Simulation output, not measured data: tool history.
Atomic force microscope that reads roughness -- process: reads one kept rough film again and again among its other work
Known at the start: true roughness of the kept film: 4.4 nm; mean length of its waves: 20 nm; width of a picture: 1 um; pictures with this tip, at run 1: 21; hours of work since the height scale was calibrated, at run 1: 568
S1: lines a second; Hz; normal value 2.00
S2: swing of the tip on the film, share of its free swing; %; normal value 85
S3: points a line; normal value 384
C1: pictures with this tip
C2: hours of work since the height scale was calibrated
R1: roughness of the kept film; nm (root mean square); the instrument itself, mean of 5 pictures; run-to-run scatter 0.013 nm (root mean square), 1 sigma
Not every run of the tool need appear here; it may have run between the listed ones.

| run | day | S1 | S2 | S3 | C1 | C2 | R1 |
|---|---|---|---|---|---|---|---|
| 1 | 0.000 | 2.00 | 85 | 384 | 21 | 568 | 2.879 |
| 2 | 0.867 | 0.68 | 85 | 384 | 54 | 581 | 2.966 |
| 3 | 1.571 | 0.68 | 85 | 384 | 81 | 592 | 2.861 |
| 4 | 2.642 | 0.68 | 85 | 384 | 122 | 609 | 2.675 |
| 5 | 3.558 | 2.00 | 85 | 266 | 157 | 623 | 2.279 |
| 6 | 4.675 | 2.00 | 85 | 266 | 199 | 640 | 2.152 |
| 7 | 5.175 | 2.00 | 85 | 384 | 218 | 648 | 2.141 |
| 8 | 6.129 | 0.69 | 85 | 384 | 255 | 663 | 2.263 |
| 9 | 6.967 | 0.69 | 85 | 384 | 286 | 676 | 2.166 |
|  | 7.150 | new tip fitted |
| 10 | 8.062 | 2.00 | 85 | 384 | 34 | 692 | 2.801 |
| 11 | 8.742 | 1.74 | 85 | 384 | 60 | 703 | 2.749 |
| 12 | 9.346 | 1.74 | 76 | 384 | 83 | 712 | 2.803 |
|  | 9.467 | height scale calibrated on a step standard |
| 13 | 9.858 | 1.74 | 76 | 384 | 101 | 6 | 2.698 |
| 14 | 10.404 | 2.00 | 79 | 384 | 122 | 14 | 2.560 |
| 15 | 11.250 | 2.00 | 85 | 384 | 154 | 28 | 2.318 |
|  | 11.900 | height scale calibrated on a step standard, once more |
| 16 | 12.067 | 2.00 | 85 | 384 | 184 | 3 | 2.245 |
| 17 | 12.662 | 2.00 | 85 | 384 | 206 | 12 | 2.176 |
| 18 | 13.542 | 2.00 | 85 | 384 | 240 | 25 | 2.085 |
| 19 | 14.125 | 2.00 | 85 | 652 | 262 | 34 | 2.054 |
|  | 14.958 | new tip fitted |
| 20 | 15.083 | 2.00 | 85 | 652 | 5 | 49 | 2.999 |
| 21 | 15.617 | 2.00 | 85 | 652 | 25 | 57 | 2.886 |
| 22 | 16.396 | 2.00 | 85 | 594 | 55 | 69 | 2.750 |
| 23 | 17.508 | 2.00 | 85 | 594 | 97 | 86 | 2.563 |
| 24 | 18.438 | 2.00 | 85 | 594 | 133 | 101 | 2.419 |
| 25 | 19.400 | 0.75 | 70 | 676 | 169 | 116 | 2.596 |
| 26 | 20.450 | 0.75 | 70 | 676 | 209 | 132 | 2.484 |
| 27 | 21.171 | 2.88 | 85 | 382 | 237 | 143 | 1.964 |
| 28 | 21.758 | 2.88 | 85 | 408 | 259 | 152 | 1.909 |
| 29 | 22.283 | 2.88 | 85 | 408 | 279 | 160 | 1.849 |
|  | 22.646 | new tip fitted |
| 30 | 22.817 | 2.88 | 85 | 408 | 7 | 168 | 2.759 |
| 31 | 23.712 | 0.59 | 85 | 775 | 41 | 182 | 3.096 |
| 32 | 24.400 | 0.59 | 85 | 775 | 67 | 192 | 2.981 |
| 33 | 25.533 | 0.59 | 68 | 597 | 110 | 210 | 2.833 |
| 34 | 26.296 | 0.57 | 85 | 335 | 139 | 222 | 2.591 |
| 35 | 27.412 | 2.00 | 61 | 384 | 182 | 239 | 2.463 |
| 36 | 28.258 | 1.06 | 85 | 384 | 214 | 252 | 2.269 |
| 37 | 28.771 | 1.06 | 85 | 384 | 233 | 260 | 2.225 |
| 38 | 29.675 | 1.06 | 85 | 384 | 268 | 274 | 2.111 |
|  | 30.371 | new tip fitted |
| 39 | 30.371 | 1.06 | 85 | 783 | 0 | 284 | 3.290 |
| 40 | 31.346 | 0.93 | 66 | 384 | 37 | 299 | 3.213 |

Forecast each of these 3 alternatives for the next run:
| A | 32.388 | 0.72 | 89 | 384 | 77 | 315 | ? |
| B | 32.388 | 1.70 | 85 | 943 | 77 | 315 | ? |
| C | 32.388 | 1.91 | 63 | 471 | 77 | 315 | ? |

| run | R1 |
|---|---|
| A | 2.885 |
| B | 2.712 |
| C | 2.957 |
Had the tool no hidden state, the same runs would have come out as:
| run | R1 |
|---|---|
| A | 3.330 |
| B | 3.133 |
| C | 3.413 |
